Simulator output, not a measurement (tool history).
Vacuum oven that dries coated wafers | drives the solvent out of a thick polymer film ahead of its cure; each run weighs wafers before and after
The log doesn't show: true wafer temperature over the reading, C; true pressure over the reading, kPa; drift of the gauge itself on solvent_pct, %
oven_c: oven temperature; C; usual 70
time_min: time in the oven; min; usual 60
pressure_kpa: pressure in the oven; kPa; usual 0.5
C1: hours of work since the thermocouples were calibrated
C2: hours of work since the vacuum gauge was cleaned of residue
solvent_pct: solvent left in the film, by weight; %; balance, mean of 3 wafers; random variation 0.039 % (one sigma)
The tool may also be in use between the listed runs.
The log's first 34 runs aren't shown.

Run 35, hour 2846.1: usual settings but oven_c 59 C, time_min 53 min; C1 418; C2 88. Result: solvent_pct 6.09 %.
Run 36, hour 2958.3: usual settings but oven_c 59 C, time_min 53 min; C1 466; C2 136. Result: solvent_pct 5.93 %.
Run 37, hour 3036.5: usual settings but oven_c 59 C, time_min 53 min; C1 499; C2 169. Result: solvent_pct 5.94 %.
Run 38, hour 3160.2: usual settings but oven_c 59 C, time_min 53 min; C1 552; C2 222. Result: solvent_pct 5.99 %.
Run 39, hour 3273.5: usual settings but time_min 31 min, pressure_kpa 1.642 kPa; C1 601; C2 270. Result: solvent_pct 6.4 %.
Run 40, hour 3394.5: usual settings but time_min 100 min, pressure_kpa 1.642 kPa; C1 652; C2 322. Result: solvent_pct 1.75 %.
Run 41, hour 3461.3: usual settings but oven_c 79 C, time_min 57 min, pressure_kpa 0.447 kPa; C1 681; C2 351. Result: solvent_pct 1.56 %.
Run 42, hour 3548.1: usual settings but pressure_kpa 1.265 kPa; C1 718; C2 388. Result: solvent_pct 3.29 %.
Run 43, hour 3666.7: usual settings but pressure_kpa 1.265 kPa; C1 769; C2 439. Result: solvent_pct 3.31 %.
Run 44, hour 3740: usual settings but pressure_kpa 1.265 kPa; C1 800; C2 470. Result: solvent_pct 3.27 %.
Run 45, hour 3825.4: usual settings but pressure_kpa 0.882 kPa; C1 837; C2 507. Result: solvent_pct 3.18 %.
At hour 3861.3: oven's thermocouples calibrated.
Run 46, hour 3949.7: usual settings but pressure_kpa 0.882 kPa; C1 38; C2 559. Result: solvent_pct 2.8 %.

Forecast each of these 4 alternatives for the next run:
Run A, hour 4055.1: usual settings but oven_c 71 C, pressure_kpa 0.395 kPa; C1 83; C2 604. Result: solvent_pct ?.
Run B, hour 4055.1: usual settings but oven_c 56 C, time_min 69 min, pressure_kpa 1.066 kPa; C1 83; C2 604. Result: solvent_pct ?.
Run C, hour 4055.1: usual settings but oven_c 81 C, pressure_kpa 1.198 kPa; C1 83; C2 604. Result: solvent_pct ?.
Run D, hour 4055.1: usual settings but oven_c 75 C, time_min 95 min, pressure_kpa 0.369 kPa; C1 83; C2 604. Result: solvent_pct ?.

run  solvent_pct
  A         2.45
  B         5.63
  C         1.24
  D         0.64
Without the tool's hidden state the same runs would have given:
run  solvent_pct
  A         2.36
  B         5.49
  C         1.17
  D         0.56
